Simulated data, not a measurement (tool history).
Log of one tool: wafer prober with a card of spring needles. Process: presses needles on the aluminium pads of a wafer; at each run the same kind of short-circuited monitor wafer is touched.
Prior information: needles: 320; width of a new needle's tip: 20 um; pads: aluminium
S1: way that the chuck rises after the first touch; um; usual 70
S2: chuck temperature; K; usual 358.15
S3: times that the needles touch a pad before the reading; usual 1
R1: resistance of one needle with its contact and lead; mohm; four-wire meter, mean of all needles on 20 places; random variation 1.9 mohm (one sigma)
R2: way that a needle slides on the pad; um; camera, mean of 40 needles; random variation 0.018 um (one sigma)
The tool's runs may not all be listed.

run 1 day=0 | S1=70 S2=358.15 S3=1 | R1=296 R2=14.49
-- day=0.071 tips cleaned on abrasive film
run 2 day=0.267 | S1=70 S2=358.15 S3=1 | R1=276 R2=14.49
-- day=0.375 tips cleaned on abrasive film
-- day=0.683 tips cleaned on abrasive film
run 3 day=0.688 | S1=70 S2=358.15 S3=1 | R1=208 R2=14.46
-- day=1.004 tips cleaned on abrasive film
run 4 day=1.192 | S1=70 S2=358.15 S3=2 | R1=246 R2=14.44
-- day=1.292 tips cleaned on abrasive film
-- day=1.629 tips cleaned on abrasive film
run 5 day=1.692 | S1=70 S2=358.15 S3=2 | R1=219 R2=14.42
-- day=1.929 tips cleaned on abrasive film
run 6 day=2.029 | S1=70 S2=358.15 S3=2 | R1=227 R2=14.39
-- day=2.075 height of the first contact set anew
-- day=2.238 tips cleaned on abrasive film
run 7 day=2.358 | S1=70 S2=358.15 S3=2 | R1=235 R2=14.33

Expected results for the next run?
-- day=2.558 tips cleaned on abrasive film
run 8 day=2.746 | S1=70 S2=300.15 S3=2 | R1=? R2=?

R1: 241 mohm
R2: 14.31 um
If the tool had no hidden condition, the same run with the same run-to-run variation would have returned R1 186 mohm, R2 14.69 um.
